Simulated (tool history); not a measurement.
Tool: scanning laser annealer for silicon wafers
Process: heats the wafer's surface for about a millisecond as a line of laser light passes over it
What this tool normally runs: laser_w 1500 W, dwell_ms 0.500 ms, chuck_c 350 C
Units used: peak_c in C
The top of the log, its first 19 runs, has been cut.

run   hour  laser_w  dwell_ms  chuck_c  peak_c
 20  331.6     1500     0.500      350    1042
 21  341.9     1500     0.500      338    1029
 22  364.6     1342     0.371      335     839
 23  379.8     1363     0.602      369    1036
 24  404.5     1363     0.602      369    1035
 25  426.5     1560     0.452      388    1070
 26  447.1     1500     0.376      350     934
 27  466.1     1500     0.411      364     974
 28  478.2     1587     0.500      342    1076

What will run 29 give?
 29  499.4     1587     0.500      342       ?

{"run 29": {"peak_c": 1072}}
Minus the tool's unlogged condition, the same run would have read peak_c 1132 C.

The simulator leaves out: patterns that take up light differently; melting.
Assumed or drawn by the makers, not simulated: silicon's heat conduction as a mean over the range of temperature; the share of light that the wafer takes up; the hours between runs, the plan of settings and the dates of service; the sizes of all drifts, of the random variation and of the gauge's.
